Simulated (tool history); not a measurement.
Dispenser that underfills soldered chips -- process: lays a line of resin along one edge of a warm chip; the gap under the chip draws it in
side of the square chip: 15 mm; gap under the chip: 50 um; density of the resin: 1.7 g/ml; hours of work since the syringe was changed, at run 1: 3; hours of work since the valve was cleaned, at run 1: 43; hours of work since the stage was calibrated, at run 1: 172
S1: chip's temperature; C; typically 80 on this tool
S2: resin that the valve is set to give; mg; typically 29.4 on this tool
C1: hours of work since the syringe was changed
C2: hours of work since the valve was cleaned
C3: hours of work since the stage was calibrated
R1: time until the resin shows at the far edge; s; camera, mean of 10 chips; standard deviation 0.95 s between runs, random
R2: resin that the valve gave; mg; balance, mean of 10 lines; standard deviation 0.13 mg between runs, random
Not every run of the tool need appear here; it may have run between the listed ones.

run	hour	S1	S2	C1	C2	C3	R1	R2
1	0	80	29.4	3	43	172	107	28.55
2	6.1	80	29.4	7	48	177	142.3	28.37
# hour 9.1: new syringe of resin
3	12.8	80	37.8	3	52	181	107.7	36.05
4	20	80	37.8	8	58	187	151	36.14
# hour 21.6: new syringe of resin
5	25	88	29.4	3	61	190	76.6	28.09
# hour 27.6: dispensing valve cleaned and set on the balance
6	34.3	88	29.4	9	5	196	114.1	29.25
# hour 35.5: new syringe of resin
7	43.7	88	29.4	6	11	203	95.9	29.32
# hour 48.1: new syringe of resin
8	48.6	94	29.4	0	15	206	53.1	29.2
9	56.6	94	29.4	6	21	212	78.1	28.8
# hour 60.2: new syringe of resin
10	64.6	94	29.4	3	26	217	65.1	28.96
# hour 72.9: new syringe of resin
11	72.9	94	29.4	0	32	223	53.2	28.76
12	79	94	28.9	4	36	228	70.5	28.23
13	83.4	94	28.9	8	40	231	87.1	28.06
# hour 85: new syringe of resin
14	92.7	94	28.9	6	46	237	73.9	27.89
# hour 97.4: new syringe of resin
15	99.4	94	28.9	1	51	242	57.2	27.77
16	107.8	94	28.9	8	57	248	86.5	27.6
# hour 109.5: new syringe of resin
17	114.7	94	28.9	4	62	253	66	27.44
# hour 116.3: dispensing valve cleaned and set on the balance
18	120.8	80	25.3	7	3	257	146.1	25.4
# hour 122.9: new syringe of resin
19	130.8	89	31.3	6	10	264	89.8	30.86
# hour 135.3: new syringe of resin
20	138	69	26.1	2	15	269	161.1	25.78
# hour 147.6: new syringe of resin
21	147.8	86	32.4	0	22	276	67	31.91
22	154.4	74	37.7	5	27	280	149.1	36.48
# hour 160: new syringe of resin
23	163.5	72	28.9	3	33	287	144.8	28.21
24	170.3	84	33.6	8	38	292	125.6	32.68
# hour 172.5: new syringe of resin
25	175.9	84	33.6	2	42	296	86.4	32.57
26	182.1	84	33.6	7	47	300	117.5	32.37
# hour 184.8: new syringe of resin
27	191.1	84	33.6	5	53	306	98.2	32.37
# hour 197.2: new syringe of resin
28	198.2	84	33.6	1	58	311	77.2	31.86
29	203.1	78	37.7	4	61	315	123.9	35.65
# hour 205: dispensing valve cleaned and set on the balance
# hour 210.6: new syringe of resin
30	211.3	89	34.5	1	4	320	63.1	34.56
31	216.7	89	34.5	4	8	324	81.9	34.45
# hour 223.2: new syringe of resin
32	224	85	32.7	1	13	329	72.5	32.4
33	230.2	85	32.7	5	18	333	99.4	32.33
# hour 235.3: new syringe of resin
34	236.4	93	26.5	1	22	338	56.6	26.13
35	242.7	93	28.5	5	27	342	77	27.99

Consider 3 possible next runs. They are alternatives, not a sequence: every one starts from the tool as it was left by run 35. What does each give?
# hour 247.6: new syringe of resin
A	252.8	68	28.5	4	34	349	?	?
# hour 247.6: new syringe of resin
B	252.8	93	32.1	4	34	349	?	?
# hour 247.6: new syringe of resin
C	252.8	77	27.5	4	34	349	?	?

run	R1	R2
A	180.8	27.81
B	67.2	31.22
C	127.4	26.6
Without the tool's unlogged condition, the same runs would have read:
run	R1	R2
A	145.9	28.5
B	54.1	31.99
C	102.5	27.26
